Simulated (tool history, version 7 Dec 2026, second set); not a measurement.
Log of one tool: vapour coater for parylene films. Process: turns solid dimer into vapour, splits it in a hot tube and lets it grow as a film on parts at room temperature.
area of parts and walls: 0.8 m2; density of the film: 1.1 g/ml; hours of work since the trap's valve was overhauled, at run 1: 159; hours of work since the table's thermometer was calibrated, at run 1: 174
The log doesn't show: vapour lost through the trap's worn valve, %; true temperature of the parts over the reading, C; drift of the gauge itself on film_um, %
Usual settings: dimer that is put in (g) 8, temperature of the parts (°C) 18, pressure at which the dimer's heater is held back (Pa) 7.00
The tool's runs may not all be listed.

run,day,dimer that is put in (g),temperature of the parts (°C),pressure at which the dimer's heater is held back (Pa),hours of work since the trap's valve was overhauled,hours of work since the table's thermometer was calibrated,thickness of the film (µm)
1,0.000,8,18,7.00,159,174,7.04
2,2.200,8,18,7.00,202,218,7.08
3,4.350,8,18,7.00,245,260,6.98
4,5.879,8,18,7.00,275,291,6.91
5,8.833,8,18,7.00,333,349,7.02
6,10.750,8,18,5.24,371,387,7.19
7,12.462,8,18,5.24,405,421,7.07
# day 13.779: trap's valve overhauled
8,14.875,8,18,5.24,22,465,7.21
9,16.667,8,18,5.24,57,501,7.25
10,19.629,8,18,5.24,116,559,7.18
11,22.229,8,14,4.60,167,611,8.24
12,23.800,8,14,4.60,198,642,8.13
13,26.492,8,22,2.15,251,695,7.04
14,28.304,8,22,2.15,287,731,6.96
15,30.862,3,23,2.15,338,781,2.55
16,32.371,13,29,6.86,368,811,8.32
# day 35.558: trap's valve overhauled
17,35.558,13,29,6.86,0,871,8.25
18,38.575,9,24,3.83,60,931,6.98
19,41.079,9,20,2.91,109,980,8.13
20,43.000,7,14,7.00,147,1018,6.96

How the hidden state differs across the entries between the runs, from the last listed run before each to the first after it:
Between runs 7 and 8: trap's valve overhauled (day 13.779)
  vapour lost through the trap's worn valve, %: 0.4 -> 0
Between runs 16 and 17: trap's valve overhauled (day 35.558)
  vapour lost through the trap's worn valve, %: 0.4 -> 0

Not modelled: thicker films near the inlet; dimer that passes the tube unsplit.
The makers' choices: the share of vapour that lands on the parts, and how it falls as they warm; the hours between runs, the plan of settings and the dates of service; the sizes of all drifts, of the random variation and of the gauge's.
